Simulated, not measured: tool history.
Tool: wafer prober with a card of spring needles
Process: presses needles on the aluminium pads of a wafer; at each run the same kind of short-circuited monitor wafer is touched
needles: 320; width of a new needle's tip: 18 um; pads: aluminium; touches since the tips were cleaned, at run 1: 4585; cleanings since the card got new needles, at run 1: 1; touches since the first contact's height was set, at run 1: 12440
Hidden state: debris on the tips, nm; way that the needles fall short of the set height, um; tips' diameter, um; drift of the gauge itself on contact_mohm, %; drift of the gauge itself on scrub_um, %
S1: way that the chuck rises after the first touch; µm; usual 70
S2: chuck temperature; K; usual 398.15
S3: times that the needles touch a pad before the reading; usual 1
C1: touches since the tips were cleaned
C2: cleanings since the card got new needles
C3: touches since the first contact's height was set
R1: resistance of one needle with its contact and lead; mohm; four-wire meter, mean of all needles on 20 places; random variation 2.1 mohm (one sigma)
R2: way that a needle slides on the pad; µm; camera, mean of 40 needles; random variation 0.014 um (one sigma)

| run | hour | S1 | S2 | S3 | C1 | C2 | C3 | R1 | R2 |
|---|---|---|---|---|---|---|---|---|---|
| 1 | 0.0 | 70 | 398.15 | 1 | 4585 | 1 | 12440 | 225 | 9.89 |
| 2 | 5.5 | 70 | 398.15 | 1 | 5538 | 1 | 13393 | 228 | 9.89 |
| 3 | 11.3 | 70 | 398.15 | 1 | 6565 | 1 | 14420 | 227 | 9.88 |
|  | 12.9 | tips cleaned on abrasive film |
| 4 | 18.7 | 70 | 319.15 | 1 | 1013 | 2 | 15688 | 208 | 9.87 |
| 5 | 26.3 | 70 | 319.15 | 2 | 2345 | 2 | 17020 | 209 | 9.87 |
| 6 | 36.1 | 70 | 319.15 | 2 | 4057 | 2 | 18732 | 207 | 9.85 |
| 7 | 45.0 | 70 | 398.15 | 1 | 5602 | 2 | 20277 | 222 | 9.89 |
|  | 52.2 | tips cleaned on abrasive film |
| 8 | 52.7 | 70 | 398.15 | 1 | 99 | 3 | 21617 | 224 | 9.89 |
| 9 | 59.3 | 70 | 387.15 | 1 | 1240 | 3 | 22758 | 226 | 9.90 |
| 10 | 67.9 | 70 | 387.15 | 1 | 2746 | 3 | 24264 | 223 | 9.86 |
| 11 | 76.9 | 70 | 387.15 | 1 | 4320 | 3 | 25838 | 224 | 9.90 |
| 12 | 84.1 | 70 | 387.15 | 1 | 5581 | 3 | 27099 | 223 | 9.88 |
|  | 91.6 | tips cleaned on abrasive film |
| 13 | 94.4 | 70 | 387.15 | 1 | 489 | 4 | 28887 | 222 | 9.86 |
| 14 | 100.6 | 70 | 331.15 | 1 | 1555 | 4 | 29953 | 209 | 9.87 |
| 15 | 109.0 | 70 | 390.15 | 1 | 3038 | 4 | 31436 | 226 | 9.89 |
| 16 | 117.6 | 70 | 390.15 | 1 | 4530 | 4 | 32928 | 222 | 9.88 |
| 17 | 126.3 | 53 | 398.15 | 1 | 6054 | 4 | 34452 | 230 | 7.49 |
|  | 130.7 | tips cleaned on abrasive film |
| 18 | 134.4 | 53 | 398.15 | 1 | 643 | 5 | 35841 | 227 | 7.48 |
| 19 | 145.3 | 75 | 304.15 | 2 | 2554 | 5 | 37752 | 201 | 10.58 |
| 20 | 150.6 | 52 | 343.15 | 1 | 3480 | 5 | 38678 | 224 | 7.33 |
| 21 | 159.0 | 79 | 326.15 | 2 | 4945 | 5 | 40143 | 208 | 11.15 |
| 22 | 169.0 | 87 | 335.15 | 1 | 6692 | 5 | 41890 | 211 | 12.30 |
|  | 169.8 | tips cleaned on abrasive film |
| 23 | 174.6 | 70 | 310.15 | 1 | 846 | 6 | 42856 | 204 | 9.89 |
| 24 | 180.2 | 70 | 310.15 | 1 | 1823 | 6 | 43833 | 205 | 9.88 |
| 25 | 189.4 | 53 | 310.15 | 1 | 3425 | 6 | 45435 | 209 | 7.46 |
| 26 | 199.2 | 83 | 310.15 | 1 | 5139 | 6 | 47149 | 204 | 11.69 |
|  | 208.9 | tips cleaned on abrasive film |
| 27 | 208.9 | 83 | 310.15 | 1 | 0 | 7 | 48822 | 203 | 11.72 |
| 28 | 215.9 | 83 | 310.15 | 1 | 1238 | 7 | 50060 | 202 | 11.73 |
| 29 | 225.0 | 57 | 386.15 | 2 | 2816 | 7 | 51638 | 230 | 8.04 |
| 30 | 235.2 | 79 | 398.15 | 3 | 4596 | 7 | 53418 | 226 | 11.14 |
| 31 | 240.3 | 77 | 315.15 | 3 | 5496 | 7 | 54318 | 204 | 10.86 |
| 32 | 246.0 | 51 | 398.15 | 2 | 6495 | 7 | 55317 | 233 | 7.20 |
|  | 248.0 | tips cleaned on abrasive film |
| 33 | 254.9 | 51 | 398.15 | 2 | 1206 | 8 | 56851 | 233 | 7.22 |
| 34 | 263.3 | 51 | 398.15 | 2 | 2677 | 8 | 58322 | 236 | 7.20 |
| 35 | 274.0 | 82 | 361.15 | 1 | 4531 | 8 | 60176 | 213 | 11.58 |

Run 36 comes next. What will it give?
| 36 | 283.2 | 50 | 398.15 | 2 | 6146 | 8 | 61791 | ? | ? |

R1: 232 mohm
R2: 7.05 µm
Without the tool's hidden state the same run would have given R1 232 mohm, R2 7.05 µm.
